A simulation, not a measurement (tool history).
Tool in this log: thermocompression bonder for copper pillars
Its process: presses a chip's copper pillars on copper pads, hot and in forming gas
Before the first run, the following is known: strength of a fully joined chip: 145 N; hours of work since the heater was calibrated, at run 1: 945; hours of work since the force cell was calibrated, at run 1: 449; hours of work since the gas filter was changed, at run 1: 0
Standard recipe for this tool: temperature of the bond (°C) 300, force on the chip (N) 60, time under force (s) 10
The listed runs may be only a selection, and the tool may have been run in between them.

run,day,temperature of the bond (°C),force on the chip (N),time under force (s),hours of work since the heater was calibrated,hours of work since the force cell was calibrated,hours of work since the gas filter was changed,force that shears a chip off (N)
1,0.000,300,60,10,945,449,0,110.5
2,2.171,321,60,10,973,478,29,126.0
3,4.858,321,60,10,1009,513,64,123.7
4,6.462,321,60,10,1030,534,86,122.0
# day 7.917: forming gas filter changed
5,9.038,321,60,10,1064,568,15,127.8
6,11.617,321,60,10,1098,602,49,125.5
7,14.017,300,60,10,1130,634,81,107.7
8,15.425,300,37,10,1149,653,100,73.8
# day 16.004: forming gas filter changed
9,16.854,300,37,10,1168,672,11,77.1
10,19.238,274,37,8,1199,703,43,47.7
11,22.317,312,61,11,1240,744,84,121.1
# day 23.933: forming gas filter changed
12,25.504,294,78,21,1282,786,21,134.7
13,28.462,294,40,6,1321,825,60,63.9
14,29.833,273,62,13,1339,844,78,91.6
# day 31.854: forming gas filter changed
15,32.962,273,62,13,1381,885,15,94.7
16,35.679,271,60,11,1417,921,51,85.3
17,37.633,298,79,11,1443,947,77,125.5
18,38.950,298,79,29,1460,964,94,134.8

Take each entry between the runs: how does the hidden state at the last listed run before it differ from the hidden state at the first listed run after it?
From run 4 to run 5: forming gas filter changed (day 7.917)
  true temperature of the bond over the reading, C: 7 -> 7.2; force that reaches the chip, % of what is set: 101.1 -> 101.2; oxide that the forming gas leaves, % of the face: 4.98 -> 1.23
  measured minus no-state result, force that shears a chip off (N): -0.4 -> +4.6
From run 8 to run 9: forming gas filter changed (day 16.004)
  true temperature of the bond over the reading, C: 7.7 -> 7.8; oxide that the forming gas leaves, % of the face: 5.37 -> 1.34
  measured minus no-state result, force that shears a chip off (N): +4.5 -> +7.9
From run 11 to run 12: forming gas filter changed (day 23.933)
  true temperature of the bond over the reading, C: 8.2 -> 8.5; oxide that the forming gas leaves, % of the face: 4.86 -> 1.5
  measured minus no-state result, force that shears a chip off (N): +1.6 -> +3.8
From run 14 to run 15: forming gas filter changed (day 31.854)
  true temperature of the bond over the reading, C: 8.8 -> 9.1; force that reaches the chip, % of what is set: 101.6 -> 101.7; oxide that the forming gas leaves, % of the face: 4.36 -> 1.22
  measured minus no-state result, force that shears a chip off (N): +7.4 -> +10.7
